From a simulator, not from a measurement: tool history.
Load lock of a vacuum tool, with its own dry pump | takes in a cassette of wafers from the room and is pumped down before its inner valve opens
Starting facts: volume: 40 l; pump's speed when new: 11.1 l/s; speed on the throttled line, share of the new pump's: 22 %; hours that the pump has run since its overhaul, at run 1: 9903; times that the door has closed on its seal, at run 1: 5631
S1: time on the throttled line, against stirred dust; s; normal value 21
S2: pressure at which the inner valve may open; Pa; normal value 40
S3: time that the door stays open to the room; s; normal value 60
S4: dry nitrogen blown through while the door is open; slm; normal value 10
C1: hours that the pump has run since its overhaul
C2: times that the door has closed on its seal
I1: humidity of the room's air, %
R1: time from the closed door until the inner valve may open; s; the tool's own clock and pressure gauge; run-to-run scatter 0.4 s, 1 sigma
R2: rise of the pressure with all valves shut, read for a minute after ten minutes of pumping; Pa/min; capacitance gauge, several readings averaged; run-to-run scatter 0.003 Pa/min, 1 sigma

run	hour	S1	S2	S3	S4	C1	C2	I1	R1	R2
1	0	21	40	60	10	9903	5631	45	48.3	0.04
2	80.9	21	40	60	10	9984	5786	43.6	49.4	0.039
3	179.2	23	40	60	10	10082	5974	43.8	50.9	0.038
4	249.6	21	40	60	10	10153	6109	47.3	49.6	0.042
5	343.5	21	40	60	10	10247	6288	42.6	49.2	0.037
6	421.9	21	40	60	10	10325	6438	47.6	48.4	0.046
7	545.8	21	40	60	10	10449	6675	44.1	48.7	0.04
8	681.5	21	40	60	10	10585	6935	43.2	48.8	0.043
9	816	21	40	60	10	10719	7192	42.7	49	0.04
10	966.7	21	40	60	10	10870	7481	44.5	48.6	0.041
11	1046.4	21	40	60	10	10950	7633	45	49.5	0.046
12	1142.6	21	40	60	10	11046	7817	42.1	49.2	0.039
# hour 1280.5: dry pump taken out, an overhauled one fitted
13	1289.6	21	40	77	10	9	8087	44.8	44.9	0.05
14	1407.1	21	40	60	10	127	8312	45.2	44.6	0.043
15	1471.9	21	40	60	10	191	8436	47.2	44.8	0.04
16	1604.3	21	40	60	10	324	8690	46.1	44.4	0.042
17	1667.1	18	40	60	10	387	8810	39.5	42.6	0.035
18	1761.6	21	53	60	10	481	8991	46.6	44	0.044
19	1855.7	21	53	60	10	575	9171	46.1	43.3	0.046
20	1942.8	21	53	60	25	662	9337	42.2	43.4	0.035
21	2021.8	17	40	60	10	741	9488	48.1	42.4	0.047
22	2117.7	21	40	60	8	837	9672	44.4	44.8	0.047
23	2191.8	21	51	60	31	911	9814	44.4	44.5	0.037
24	2287.5	15	63	60	8	1007	9997	44.1	37.9	0.045
25	2382.3	15	63	60	8	1102	10179	47.6	38.3	0.051
26	2476.6	13	40	113	10	1196	10359	48.2	38.2	0.069
27	2623.2	21	75	60	10	1343	10639	49.3	42.8	0.046
28	2723.3	21	75	60	10	1443	10831	44.3	43.1	0.05
29	2832.6	16	75	60	10	1552	11040	45.5	39	0.043
30	2983.8	16	35	86	10	1703	11330	43.7	41.5	0.055
31	3080.5	23	77	59	25	1800	11515	43.4	43.6	0.037
32	3181.4	23	77	85	25	1901	11708	44.3	44.9	0.042
33	3322.8	30	58	46	8	2042	11978	45.4	50.9	0.042
34	3414.2	30	58	46	4	2134	12153	45.1	51.3	0.046
35	3518.5	21	34	38	10	2238	12353	45.3	45.2	0.043
36	3634.7	21	34	38	10	2354	12575	47.6	46.5	0.041
37	3773.3	21	34	38	10	2493	12840	44.1	45.9	0.042

Predict each of these 3 candidate next runs independently; none follows another, all start after run 37:
A	3902.9	10	34	127	10	2622	13088	44	?	?
B	3902.9	21	71	38	25	2622	13088	46.3	?	?
C	3902.9	21	34	38	18	2622	13088	45.2	?	?

run	R1	R2
A	37.5	0.069
B	43	0.03
C	46.8	0.038
Had the tool no hidden state, the same runs would have come out as:
run	R1	R2
A	36.5	0.051
B	42.3	0.012
C	46	0.02
